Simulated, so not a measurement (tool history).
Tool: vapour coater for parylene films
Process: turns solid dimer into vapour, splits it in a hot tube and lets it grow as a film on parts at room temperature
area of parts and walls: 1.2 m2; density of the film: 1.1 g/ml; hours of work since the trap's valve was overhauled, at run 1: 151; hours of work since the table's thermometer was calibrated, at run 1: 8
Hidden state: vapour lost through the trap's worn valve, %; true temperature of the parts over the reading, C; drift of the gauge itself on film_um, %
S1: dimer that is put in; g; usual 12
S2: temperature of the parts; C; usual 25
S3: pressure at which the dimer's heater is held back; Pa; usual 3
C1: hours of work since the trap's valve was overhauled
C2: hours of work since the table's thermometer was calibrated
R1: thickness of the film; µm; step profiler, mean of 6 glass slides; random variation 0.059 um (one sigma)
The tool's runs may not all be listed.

Run 1, hour 0: usual settings; C1 151; C2 8. Result: R1 6.91 µm.
Run 2, hour 10.7: usual settings; C1 158; C2 15. Result: R1 6.94 µm.
Run 3, hour 25.5: usual settings but S1 8 g; C1 167; C2 25. Result: R1 4.62 µm.
Run 4, hour 46.7: usual settings but S1 8 g; C1 181; C2 39. Result: R1 4.54 µm.
Run 5, hour 62.6: usual settings; C1 191; C2 49. Result: R1 6.97 µm.
Run 6, hour 73.7: usual settings but S2 18 C; C1 199; C2 56. Result: R1 8.84 µm.
Run 7, hour 88.4: usual settings but S2 18 C; C1 208; C2 66. Result: R1 8.82 µm.
Run 8, hour 99.9: usual settings but S2 18 C; C1 216; C2 73. Result: R1 8.96 µm.
Run 9, hour 111.2: usual settings but S1 8 g, S3 2.45 Pa; C1 223; C2 81. Result: R1 4.88 µm.
Run 10, hour 128: usual settings but S1 8 g, S3 2.45 Pa; C1 234; C2 92. Result: R1 4.79 µm.
Run 11, hour 141.9: usual settings but S1 8 g, S3 2.45 Pa; C1 243; C2 101. Result: R1 4.82 µm.
Run 12, hour 153.1: usual settings but S1 8 g, S3 2.45 Pa; C1 250; C2 108. Result: R1 4.82 µm.
Run 13, hour 162.5: usual settings but S1 11 g, S3 2.77 Pa; C1 256; C2 114. Result: R1 6.52 µm.

Forecast run 14:
Run 14, hour 177: usual settings but S1 13 g, S2 20 C, S3 5.77 Pa; C1 266; C2 123. Result: R1 ?.

R1: 8.4 µm
Without the tool's hidden state the same run would have given R1 8.42 µm.

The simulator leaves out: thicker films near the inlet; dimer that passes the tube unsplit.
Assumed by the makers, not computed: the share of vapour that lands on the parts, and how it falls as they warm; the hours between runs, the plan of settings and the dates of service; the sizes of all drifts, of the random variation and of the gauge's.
